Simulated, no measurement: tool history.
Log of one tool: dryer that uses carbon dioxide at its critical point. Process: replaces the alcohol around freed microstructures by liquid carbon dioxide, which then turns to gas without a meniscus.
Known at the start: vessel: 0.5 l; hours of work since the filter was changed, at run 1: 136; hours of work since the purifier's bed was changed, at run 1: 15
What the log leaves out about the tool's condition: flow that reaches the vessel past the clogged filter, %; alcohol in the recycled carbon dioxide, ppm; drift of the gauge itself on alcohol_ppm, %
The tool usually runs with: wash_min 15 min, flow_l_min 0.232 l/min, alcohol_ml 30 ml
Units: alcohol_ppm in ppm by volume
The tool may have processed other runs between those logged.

run   hour  wash_min  flow_l_min  alcohol_ml  hours of work since the filter was changed  hours of work since the purifier's bed was changed  alcohol_ppm
  1      0        15       0.232          30                                         136                                                  15          197
  2   16.7        15       0.232          30                                         142                                                  22          202
  3   44.7        14       0.232          30                                         153                                                  32          295
  4     72        15       0.232          49                                         163                                                  43          328
  5   92.7        15       0.232          49                                         171                                                  51          323
  6  111.5        15       0.232          49                                         178                                                  58          334
  7  123.8        15       0.232          49                                         183                                                  62          332
  8    138        15       0.232          49                                         188                                                  68          340
  9  156.6        15       0.232          49                                         195                                                  75          336
 10  170.6        15       0.232          49                                         201                                                  80          331
 11  192.3        15       0.245          49                                         209                                                  88          247
 12  212.4        15       0.232          30                                         217                                                  96          205
 13  240.9        15       0.232          29                                         227                                                 107          204
 14  257.9        15       0.232          67                                         234                                                 113          463
 15  279.5        15       0.232          67                                         242                                                 122          469
 16  299.9        15       0.232          67                                         250                                                 129          459
 17  322.7        15       0.232          67                                         259                                                 138          460
 18  342.1        15       0.218          30                                         266                                                 146          315
 19  360.1        15       0.218          30                                         273                                                 152          307
 20  380.8        17       0.232          30                                         281                                                 160          118
 21  407.3        15       0.232          36                                         291                                                 170          263
 22    428        15       0.232          36                                         299                                                 178          260
 23  453.1        17       0.229          38                                         308                                                 188          149
 24  465.8         9       0.192          38                                         313                                                 193         4798
 25  484.6         9       0.192          38                                         320                                                 200         4827
 26  504.5        15       0.141          38                                         328                                                 207         2638
 27  518.9        15       0.141          38                                         333                                                 213         2783
 28  538.5        12        0.17         115                                         341                                                 220         9321
 29  561.2        15       0.161          27                                         349                                                 229         1225
 30  587.6        15       0.232          78                                         359                                                 239          567
 31  609.7        15       0.232          78                                         368                                                 247          579
 32  628.4        18       0.232          87                                         375                                                 255          222
 33  645.2        18       0.232          87                                         381                                                 261          218
 34  672.5        15       0.361          76                                         392                                                 271           38
 35  700.8        15       0.361          76                                         403                                                 282           37
 36  729.7        15       0.361          76                                         414                                                 293           44
 37  758.1         9       0.232          30                                         424                                                 304         2120
 38  786.3         9       0.232          82                                         435                                                 315         5924
 39  814.4         9       0.232          82                                         446                                                 325         5859
 40    832        10       0.388          45                                         453                                                 332          159
 41  853.6        10       0.388          45                                         461                                                 340          168
 42  882.6        17       0.385          45                                         472                                                 351           28
 43  902.7        17       0.385          45                                         479                                                 359           33
 44  928.2        22        0.15         100                                         489                                                 369         1182

How would selected steps in alcohol_ppm from run to run divide? Give the signed amount a tool lacking its hidden state would still show from settings, what came in and random variation, and the signed amount left for the hidden state, including any gauge scatter that is not in both of the compared results.
Run 27 -> 28: wash_min 15 -> 12, flow_l_min 0.141 -> 0.17, alcohol_ml 38 -> 115. alcohol_ppm +6538 ppm by volume: hidden state +679, all else +5859.
Run 28 -> 29: wash_min 12 -> 15, flow_l_min 0.17 -> 0.161, alcohol_ml 115 -> 27. alcohol_ppm -8096 ppm by volume: hidden state -816, all else -7280.
Run 39 -> 40: wash_min 9 -> 10, flow_l_min 0.232 -> 0.388, alcohol_ml 82 -> 45. alcohol_ppm -5700 ppm by volume: hidden state -763, all else -4937.
